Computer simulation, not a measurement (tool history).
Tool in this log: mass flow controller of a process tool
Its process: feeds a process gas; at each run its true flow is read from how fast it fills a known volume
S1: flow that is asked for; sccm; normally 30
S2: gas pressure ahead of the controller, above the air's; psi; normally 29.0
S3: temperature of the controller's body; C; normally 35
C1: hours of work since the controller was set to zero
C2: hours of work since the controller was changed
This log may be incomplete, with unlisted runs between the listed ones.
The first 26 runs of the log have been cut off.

run 27 hour=2204.3 | S1=30 S2=25.4 S3=21 | C1=3443 C2=3443 | true_flow_(%)=102.04
run 28 hour=2279.2 | S1=13 S2=32.8 S3=31 | C1=3481 C2=3481 | true_flow_(%)=102.53
run 29 hour=2339.0 | S1=25 S2=24.2 S3=26 | C1=3512 C2=3512 | true_flow_(%)=102.79
run 30 hour=2447.5 | S1=11 S2=25.8 S3=35 | C1=3569 C2=3569 | true_flow_(%)=103.26
run 31 hour=2521.9 | S1=11 S2=25.8 S3=35 | C1=3607 C2=3607 | true_flow_(%)=103.41
run 32 hour=2580.6 | S1=11 S2=25.8 S3=35 | C1=3638 C2=3638 | true_flow_(%)=103.67
run 33 hour=2655.3 | S1=12 S2=21.3 S3=35 | C1=3677 C2=3677 | true_flow_(%)=103.94
run 34 hour=2754.6 | S1=30 S2=31.2 S3=35 | C1=3728 C2=3728 | true_flow_(%)=104.31
run 35 hour=2848.9 | S1=30 S2=31.2 S3=23 | C1=3777 C2=3777 | true_flow_(%)=103.70
run 36 hour=2943.6 | S1=18 S2=22.8 S3=35 | C1=3826 C2=3826 | true_flow_(%)=104.88
run 37 hour=2992.1 | S1=24 S2=20.9 S3=35 | C1=3851 C2=3851 | true_flow_(%)=105.03
-- hour=3062.3 gauge calibrated
run 38 hour=3096.1 | S1=30 S2=21.2 S3=29 | C1=3905 C2=3905 | true_flow_(%)=99.55
run 39 hour=3154.0 | S1=30 S2=21.2 S3=29 | C1=3935 C2=3935 | true_flow_(%)=99.85
run 40 hour=3258.6 | S1=71 S2=38.9 S3=36 | C1=3990 C2=3990 | true_flow_(%)=100.67

5 options for the next run, each taken on its own from the tool as it stands now. Forecast them:
run A hour=3338.8 | S1=23 S2=23.1 S3=35 | C1=4031 C2=4031 | true_flow_(%)=?
run B hour=3338.8 | S1=71 S2=38.3 S3=36 | C1=4031 C2=4031 | true_flow_(%)=?
run C hour=3338.8 | S1=97 S2=29.0 S3=35 | C1=4031 C2=4031 | true_flow_(%)=?
run D hour=3338.8 | S1=30 S2=36.4 S3=31 | C1=4031 C2=4031 | true_flow_(%)=?
run E hour=3338.8 | S1=71 S2=21.0 S3=25 | C1=4031 C2=4031 | true_flow_(%)=?

run=A true_flow_(%)=100.60
run=B true_flow_(%)=100.89
run=C true_flow_(%)=101.45
run=D true_flow_(%)=100.21
run=E true_flow_(%)=100.57
With no hidden state in the tool, these same runs would have given:
run=A true_flow_(%)=99.82
run=B true_flow_(%)=100.12
run=C true_flow_(%)=100.67
run=D true_flow_(%)=99.43
run=E true_flow_(%)=99.80

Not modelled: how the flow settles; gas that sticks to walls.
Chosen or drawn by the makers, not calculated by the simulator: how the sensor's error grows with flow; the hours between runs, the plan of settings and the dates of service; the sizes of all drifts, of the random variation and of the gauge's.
